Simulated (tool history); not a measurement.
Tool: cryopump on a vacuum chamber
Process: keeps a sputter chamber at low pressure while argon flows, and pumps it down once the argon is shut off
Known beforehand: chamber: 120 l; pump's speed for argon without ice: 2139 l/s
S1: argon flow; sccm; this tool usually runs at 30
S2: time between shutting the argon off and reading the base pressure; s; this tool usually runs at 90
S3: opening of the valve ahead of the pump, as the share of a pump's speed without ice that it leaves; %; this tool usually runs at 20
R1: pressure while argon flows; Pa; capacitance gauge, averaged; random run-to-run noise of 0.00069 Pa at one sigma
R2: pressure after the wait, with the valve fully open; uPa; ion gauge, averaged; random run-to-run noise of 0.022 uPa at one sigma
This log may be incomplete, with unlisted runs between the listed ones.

run,hour,S1,S2,S3,R1,R2
1,0,30,90,20,0.1236,1.35
2,35.7,30,90,20,0.1245,1.35
3,74.8,30,90,20,0.1243,1.35
4,97.9,30,90,20,0.1251,1.42
5,135.2,30,90,20,0.1254,1.4
6,160.3,30,90,20,0.1251,1.42
7,188.3,30,90,17,0.1464,1.42
8,207.8,30,90,17,0.1474,1.54
9,230.4,30,85,20,0.1259,1.53
10,258.1,30,85,35,0.0763,1.52
11,278.4,27,90,20,0.1139,1.54
12,314.2,27,90,20,0.1132,1.48
13,336.4,27,90,20,0.1138,1.59
14,356.1,27,90,20,0.1127,1.58
15,386.2,27,90,20,0.1132,1.52
16,414.9,30,90,42,0.0643,1.58
17,433,30,90,42,0.0648,1.56
18,458,30,90,42,0.0653,1.58
19,495.4,30,90,42,0.0648,1.64
20,515,30,90,42,0.066,1.67
21,540.9,30,90,42,0.0672,1.61
22,559.9,30,90,42,0.0661,1.66
23,590.7,26,90,51,0.0496,1.69
24,622,26,90,51,0.0492,1.62
25,641.5,26,90,51,0.049,1.7
26,675.7,30,294,18,0.1418,1.47
27,693.6,43,294,27,0.1415,1.44
28,720.2,16,90,31,0.0458,1.73
29,758.5,12,178,34,0.0328,1.51
30,780.1,12,178,34,0.033,1.65

For run 31, what comes out?
31,800,12,178,34,?,?

{"run 31": {"R1": 0.0326, "R2": 1.62}}
Were there no unlogged condition in the tool, this run, its random variation unchanged, would have produced R1 0.0279 Pa, R2 0.36 uPa.
